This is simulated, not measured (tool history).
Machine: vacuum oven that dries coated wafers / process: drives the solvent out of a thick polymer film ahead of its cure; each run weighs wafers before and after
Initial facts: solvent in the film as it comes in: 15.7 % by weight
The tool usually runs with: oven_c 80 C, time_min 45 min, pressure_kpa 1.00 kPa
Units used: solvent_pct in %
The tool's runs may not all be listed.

run 1 hour=0.0 | oven_c=80 time_min=45 pressure_kpa=1.00 | solvent_pct=1.14
run 2 hour=74.2 | oven_c=74 time_min=45 pressure_kpa=1.00 | solvent_pct=2.39
run 3 hour=110.6 | oven_c=74 time_min=45 pressure_kpa=1.00 | solvent_pct=2.40
run 4 hour=161.2 | oven_c=74 time_min=45 pressure_kpa=1.00 | solvent_pct=2.41
run 5 hour=238.1 | oven_c=86 time_min=45 pressure_kpa=1.00 | solvent_pct=0.61
-- hour=261.4 vacuum gauge cleaned of residue and calibrated
run 6 hour=310.1 | oven_c=86 time_min=45 pressure_kpa=1.00 | solvent_pct=0.43
run 7 hour=381.8 | oven_c=86 time_min=45 pressure_kpa=0.77 | solvent_pct=0.36
run 8 hour=429.7 | oven_c=86 time_min=45 pressure_kpa=0.77 | solvent_pct=0.39
run 9 hour=502.8 | oven_c=86 time_min=58 pressure_kpa=0.77 | solvent_pct=0.28
run 10 hour=562.0 | oven_c=86 time_min=58 pressure_kpa=0.77 | solvent_pct=0.27
run 11 hour=603.4 | oven_c=80 time_min=45 pressure_kpa=1.00 | solvent_pct=0.90
run 12 hour=682.0 | oven_c=80 time_min=45 pressure_kpa=1.00 | solvent_pct=0.92
run 13 hour=755.8 | oven_c=80 time_min=41 pressure_kpa=1.00 | solvent_pct=1.08
run 14 hour=800.0 | oven_c=80 time_min=22 pressure_kpa=1.00 | solvent_pct=2.90
run 15 hour=878.5 | oven_c=80 time_min=79 pressure_kpa=1.00 | solvent_pct=0.53
run 16 hour=944.9 | oven_c=80 time_min=45 pressure_kpa=1.54 | solvent_pct=1.17
run 17 hour=1015.1 | oven_c=80 time_min=45 pressure_kpa=1.54 | solvent_pct=1.13
run 18 hour=1076.6 | oven_c=80 time_min=45 pressure_kpa=1.54 | solvent_pct=1.14
run 19 hour=1158.1 | oven_c=80 time_min=45 pressure_kpa=1.54 | solvent_pct=1.12
run 20 hour=1231.7 | oven_c=80 time_min=45 pressure_kpa=1.54 | solvent_pct=1.14
run 21 hour=1269.7 | oven_c=80 time_min=45 pressure_kpa=1.54 | solvent_pct=1.17
run 22 hour=1329.4 | oven_c=80 time_min=45 pressure_kpa=1.00 | solvent_pct=0.97
run 23 hour=1406.7 | oven_c=80 time_min=45 pressure_kpa=1.00 | solvent_pct=0.94
run 24 hour=1467.1 | oven_c=80 time_min=45 pressure_kpa=1.00 | solvent_pct=0.94
run 25 hour=1510.7 | oven_c=71 time_min=41 pressure_kpa=1.76 | solvent_pct=3.59
run 26 hour=1554.5 | oven_c=76 time_min=41 pressure_kpa=1.29 | solvent_pct=1.97
run 27 hour=1607.7 | oven_c=76 time_min=26 pressure_kpa=1.29 | solvent_pct=3.51
run 28 hour=1683.7 | oven_c=76 time_min=26 pressure_kpa=1.29 | solvent_pct=3.53
run 29 hour=1734.9 | oven_c=80 time_min=32 pressure_kpa=1.00 | solvent_pct=1.62
-- hour=1776.9 oven's thermocouples calibrated
run 30 hour=1792.7 | oven_c=89 time_min=32 pressure_kpa=0.58 | solvent_pct=0.42
run 31 hour=1837.6 | oven_c=89 time_min=32 pressure_kpa=0.58 | solvent_pct=0.46
run 32 hour=1908.0 | oven_c=84 time_min=52 pressure_kpa=1.00 | solvent_pct=0.58
run 33 hour=1947.3 | oven_c=92 time_min=39 pressure_kpa=3.54 | solvent_pct=1.10
run 34 hour=2015.9 | oven_c=92 time_min=39 pressure_kpa=3.54 | solvent_pct=1.05
run 35 hour=2075.4 | oven_c=92 time_min=39 pressure_kpa=3.54 | solvent_pct=1.06
run 36 hour=2125.0 | oven_c=80 time_min=77 pressure_kpa=1.00 | solvent_pct=0.66
run 37 hour=2202.6 | oven_c=68 time_min=45 pressure_kpa=2.10 | solvent_pct=4.72
run 38 hour=2277.3 | oven_c=68 time_min=45 pressure_kpa=2.10 | solvent_pct=4.70
run 39 hour=2327.3 | oven_c=68 time_min=33 pressure_kpa=2.10 | solvent_pct=5.98
run 40 hour=2393.0 | oven_c=68 time_min=33 pressure_kpa=2.10 | solvent_pct=6.00
run 41 hour=2429.3 | oven_c=68 time_min=33 pressure_kpa=2.10 | solvent_pct=5.99
run 42 hour=2464.6 | oven_c=86 time_min=35 pressure_kpa=2.10 | solvent_pct=1.10
-- hour=2509.4 vacuum gauge cleaned of residue and calibrated
run 43 hour=2525.9 | oven_c=80 time_min=65 pressure_kpa=1.06 | solvent_pct=0.54
run 44 hour=2604.5 | oven_c=85 time_min=76 pressure_kpa=2.54 | solvent_pct=0.85
run 45 hour=2659.5 | oven_c=87 time_min=45 pressure_kpa=1.00 | solvent_pct=0.37
run 46 hour=2719.1 | oven_c=76 time_min=45 pressure_kpa=1.00 | solvent_pct=1.51
run 47 hour=2762.8 | oven_c=76 time_min=37 pressure_kpa=1.00 | solvent_pct=2.07

Results for each run, recomputed without the tool's hidden state and with each run's random variation untouched:
Unlogged tool condition in this case: true wafer temperature over the reading, C; true pressure over the reading, kPa; drift of the gauge itself on solvent_pct, %.
run=1 solvent_pct=0.97
run=2 solvent_pct=2.22
run=3 solvent_pct=2.23
run=4 solvent_pct=2.25
run=5 solvent_pct=0.44
run=6 solvent_pct=0.44
run=7 solvent_pct=0.36
run=8 solvent_pct=0.40
run=9 solvent_pct=0.27
run=10 solvent_pct=0.25
run=11 solvent_pct=0.96
run=12 solvent_pct=0.97
run=13 solvent_pct=1.15
run=14 solvent_pct=3.10
run=15 solvent_pct=0.48
run=16 solvent_pct=1.22
run=17 solvent_pct=1.18
run=18 solvent_pct=1.19
run=19 solvent_pct=1.17
run=20 solvent_pct=1.18
run=21 solvent_pct=1.21
run=22 solvent_pct=1.00
run=23 solvent_pct=0.98
run=24 solvent_pct=0.97
run=25 solvent_pct=3.86
run=26 solvent_pct=2.13
run=27 solvent_pct=3.82
run=28 solvent_pct=3.86
run=29 solvent_pct=1.79
run=30 solvent_pct=0.33
run=31 solvent_pct=0.37
run=32 solvent_pct=0.45
run=33 solvent_pct=1.01
run=34 solvent_pct=0.95
run=35 solvent_pct=0.96
run=36 solvent_pct=0.48
run=37 solvent_pct=4.72
run=38 solvent_pct=4.70
run=39 solvent_pct=6.03
run=40 solvent_pct=6.06
run=41 solvent_pct=6.06
run=42 solvent_pct=1.00
run=43 solvent_pct=0.59
run=44 solvent_pct=0.88
run=45 solvent_pct=0.40
run=46 solvent_pct=1.72
run=47 solvent_pct=2.34
